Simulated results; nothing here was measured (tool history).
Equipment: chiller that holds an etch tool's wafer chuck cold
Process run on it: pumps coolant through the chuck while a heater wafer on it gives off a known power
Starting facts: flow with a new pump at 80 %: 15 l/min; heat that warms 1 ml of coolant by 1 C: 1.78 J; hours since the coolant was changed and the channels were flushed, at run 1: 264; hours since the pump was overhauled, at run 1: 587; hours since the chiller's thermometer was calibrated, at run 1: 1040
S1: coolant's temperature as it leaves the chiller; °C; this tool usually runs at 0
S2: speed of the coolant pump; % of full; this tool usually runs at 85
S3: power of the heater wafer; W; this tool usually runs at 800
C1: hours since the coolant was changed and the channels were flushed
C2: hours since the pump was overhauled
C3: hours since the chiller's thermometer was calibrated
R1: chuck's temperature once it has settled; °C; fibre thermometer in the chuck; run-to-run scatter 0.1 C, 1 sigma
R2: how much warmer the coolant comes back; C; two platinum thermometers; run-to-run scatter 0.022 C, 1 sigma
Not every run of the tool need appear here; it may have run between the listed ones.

run 1 hour=0.0 | S1=0 S2=85 S3=800 | C1=264 C2=587 C3=1040 | R1=5.5 R2=1.77
run 2 hour=73.2 | S1=0 S2=85 S3=800 | C1=337 C2=661 C3=1114 | R1=5.5 R2=1.74
run 3 hour=119.3 | S1=0 S2=65 S3=800 | C1=383 C2=707 C3=1160 | R1=6.7 R2=2.26
run 4 hour=171.1 | S1=0 S2=85 S3=800 | C1=435 C2=759 C3=1211 | R1=5.6 R2=1.69
run 5 hour=222.2 | S1=0 S2=85 S3=800 | C1=486 C2=810 C3=1263 | R1=5.6 R2=1.70
run 6 hour=279.1 | S1=0 S2=92 S3=800 | C1=543 C2=867 C3=1319 | R1=5.6 R2=1.56
run 7 hour=316.8 | S1=6 S2=92 S3=800 | C1=581 C2=904 C3=1357 | R1=11.4 R2=1.57
-- hour=329.3 coolant pump overhauled
run 8 hour=368.0 | S1=4 S2=85 S3=691 | C1=627 C2=39 C3=1403 | R1=9.1 R2=1.53
run 9 hour=403.9 | S1=-5 S2=85 S3=800 | C1=663 C2=75 C3=1439 | R1=0.8 R2=1.73
run 10 hour=468.4 | S1=-5 S2=85 S3=434 | C1=728 C2=139 C3=1504 | R1=-1.6 R2=0.92
-- hour=502.7 coolant pump overhauled, once more
run 11 hour=546.9 | S1=0 S2=96 S3=923 | C1=801 C2=44 C3=1577 | R1=6.2 R2=1.75

Below, each run's measurement less what the same run would have read without the hidden state. Both values contain the same run-to-run variation, but the gauge's scatter may not be the same in both:
Unlogged tool condition in this case: heat passed by the chuck's channels, % of clean ones'; flow at a given pump speed, % of a new pump's; coolant's true temperature over the reading, C; drift of the gauge itself on chuck_c, C; drift of the gauge itself on warmer_back_c, C.
run=1 R1=+0.2 R2=+0.02
run=2 R1=+0.2 R2=+0.03
run=3 R1=+0.3 R2=+0.03
run=4 R1=+0.3 R2=+0.03
run=5 R1=+0.3 R2=+0.03
run=6 R1=+0.3 R2=+0.03
run=7 R1=+0.4 R2=+0.03
run=8 R1=+0.4 R2=+0.04
run=9 R1=+0.4 R2=+0.04
run=10 R1=+0.3 R2=+0.02
run=11 R1=+0.4 R2=+0.00
